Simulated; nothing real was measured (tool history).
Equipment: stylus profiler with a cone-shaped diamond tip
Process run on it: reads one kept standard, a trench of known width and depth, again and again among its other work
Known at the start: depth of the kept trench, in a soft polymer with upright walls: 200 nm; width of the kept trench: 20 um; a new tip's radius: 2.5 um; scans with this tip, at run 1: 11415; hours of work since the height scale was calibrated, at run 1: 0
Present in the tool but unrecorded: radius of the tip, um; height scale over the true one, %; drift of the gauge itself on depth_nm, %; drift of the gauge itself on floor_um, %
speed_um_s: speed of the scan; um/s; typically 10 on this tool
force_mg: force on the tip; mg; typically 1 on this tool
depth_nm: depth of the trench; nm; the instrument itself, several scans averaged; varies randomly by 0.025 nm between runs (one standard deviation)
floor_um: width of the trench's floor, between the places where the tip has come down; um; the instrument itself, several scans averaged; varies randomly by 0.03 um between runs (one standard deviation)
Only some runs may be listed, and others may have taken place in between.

run    hour  speed_um_s  force_mg  scans with this tip  hours of work since the height scale was calibrated  depth_nm  floor_um
  1       0          10         1                11415                                                    0    200.66     17.94
  2   111.7          10         1                11940                                                   50     200.6     17.92
  3   209.4          31         1                12400                                                   93    200.61     17.73
  4   283.7          10         1                12750                                                  126    200.65     17.94
  5   390.6          10         1                13253                                                  174    200.61     17.94
  6   483.3          10         1                13689                                                  215    200.64     17.94
  7   583.8           9         1                14162                                                  259    200.65     17.96
  8   696.6           9         1                14692                                                  309    200.63     17.94
  9   764.7          10         1                15013                                                  340    200.65     17.96
 10   873.8          10      0.98                15526                                                  388    200.63     17.97
 11   989.5          10      0.43                16070                                                  440    200.36     17.92
 12  1079.7          10      0.43                16495                                                  480    200.37     17.88
 13  1131.6          10      0.43                16739                                                  503    200.33     17.91
 14  1183.9          10      0.43                16985                                                  526    200.34     17.95
 15  1272.8          10      0.43                17404                                                  565     200.4     17.89
 16  1345.3          10      2.12                17745                                                  598    201.05     17.94
 17  1407.3          10      2.01                18036                                                  625    201.03     17.93
 18  1462.9           9      0.39                18298                                                  650    200.32     17.89
 19  1538.4          21      1.25                18653                                                  683    200.74     17.93
 20    1647          21      1.25                19164                                                  732    200.73     17.87
 21  1763.1           2       0.6                19710                                                  783    200.42     18.01
 22  1860.4          21      0.82                20168                                                  826    200.59     17.83
 23  1951.8          21      0.82                20598                                                  867    200.57     17.78
 24  2039.3          17         1                21009                                                  906     200.6     17.88
 25  2162.3          17         1                21588                                                  960    200.64     17.92
 26  2226.5          10      1.38                21890                                                  989    200.82     17.88
 27  2315.1           3      0.46                22307                                                 1028    200.37     18.01
     2323.7  -- height scale calibrated on a step standard
 28  2381.1          13         1                22615                                                   25    200.67     17.86
 29  2444.9           2      1.83                22916                                                   54    200.96     18.02
 30    2528           2      1.83                23307                                                   91    200.91     17.99
     2541.3  -- new tip fitted, height scale calibrated
 31  2608.8           2      1.83                  317                                                   30    200.94     18.02
 32  2725.2           7      0.76                  865                                                   82    200.54     17.96
 33  2777.8           7      1.37                 1112                                                  105    200.76     17.98

Measured less the same run without the tool's hidden state. The same run-to-run variation is in both; the gauge's scatter may not be:
run  floor_um
  1     -0.01
  2     -0.01
  3     -0.01
  4     -0.01
  5     -0.02
  6     -0.02
  7     -0.02
  8     -0.01
  9     -0.02
 10     -0.01
 11     -0.02
 12     -0.02
 13     -0.01
 14     -0.02
 15     -0.02
 16     -0.02
 17     -0.02
 18     -0.02
 19     -0.02
 20     -0.02
 21     -0.02
 22     -0.02
 23     -0.02
 24     -0.02
 25     -0.02
 26     -0.03
 27     -0.02
 28     -0.02
 29     -0.03
 30     -0.03
 31        +0
 32     -0.01
 33        +0
depth_nm: within 0.01 nm of the measured result in every run.
